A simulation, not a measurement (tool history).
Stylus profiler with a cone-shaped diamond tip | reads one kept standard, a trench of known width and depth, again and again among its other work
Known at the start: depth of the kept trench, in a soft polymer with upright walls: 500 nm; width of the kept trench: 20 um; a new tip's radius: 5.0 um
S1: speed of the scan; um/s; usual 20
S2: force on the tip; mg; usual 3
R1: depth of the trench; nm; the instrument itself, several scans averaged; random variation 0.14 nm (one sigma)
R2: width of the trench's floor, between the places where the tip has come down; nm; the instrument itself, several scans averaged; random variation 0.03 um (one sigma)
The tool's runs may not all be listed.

run    hour  S1    S2      R1     R2
  1       0  20     3  508.58  14990
  2    38.6  34     3  508.51  14900
  3    84.9  66     3   508.5  14720
  4   115.2  23     3  508.72  14860
  5   147.9  20     3  508.45  15000
  6   188.2  20     3  508.47  14890
  7   227.2  20     3  508.57  14910
  8   269.8  45     3  508.34  14720
  9   301.3  45     3  508.45  14740
 10   333.5  20  3.96  510.15  14840
 11   354.3  20  3.96  510.17  14890
 12   397.3  20  3.96  510.17  14760
 13   429.8  20  1.55  505.02  14700
 14   467.4  20  1.55  505.03  14730
 15   498.7  20  1.55  504.99  14770
 16   518.9  20  1.55  504.93  14670
 17   553.2  20  6.74  514.91  14750
 18     574  20  6.74  515.11  14760
      595.3  -- height scale calibrated on a step standard
 19   600.7  20  6.74  516.13  14760
 20   622.5  20  1.04  504.47  14680
 21   655.9  20  1.04  504.45  14650
 22   679.7  20  1.04  504.62  14640
 23   711.7   7  2.73  508.52  14700
 24   751.7  39  3.55  510.51  14570
 25     796  39  3.55  510.48  14530
 26   819.7   6  2.27  507.62  14720
 27   856.7   6  2.27  507.59  14730
 28   900.4   6  2.27  507.61  14680
 29   921.9   6  3.64  510.53  14710
 30   954.6   6  3.64  510.51  14650
 31     988  20  4.55  512.03  14650
 32  1010.2  13  4.85  512.69  14680
 33  1040.2  73  4.64  512.49  14400
 34  1071.1  73  4.64  512.37  14320
 35  1110.5  65     3  509.03  14270
 36  1152.7  78  1.15  504.74  14000
 37    1188   5  1.08  504.08  14600
 38    1211  39  1.45  505.33  14340
 39  1232.3  26  1.55  505.57  14480
 40  1259.6  11  1.99  506.86  14460
 41  1290.2  11  1.99  506.69  14520
 42    1321   6  7.75  517.34  14550
 43  1365.1  13  5.76  514.02  14530

Forecast each of these 3 alternatives for the next run:
  A  1410.2   7  5.76   ?   ?
  B  1410.2  14  1.46   ?   ?
  C  1410.2  62  2.67   ?   ?

run      R1     R2
  A   514.1  14580
  B   505.2  14450
  C  508.14  14240
Without the tool's hidden state the same runs would have given:
run      R1     R2
  A  514.61  15670
  B  505.71  15540
  C  508.65  15330

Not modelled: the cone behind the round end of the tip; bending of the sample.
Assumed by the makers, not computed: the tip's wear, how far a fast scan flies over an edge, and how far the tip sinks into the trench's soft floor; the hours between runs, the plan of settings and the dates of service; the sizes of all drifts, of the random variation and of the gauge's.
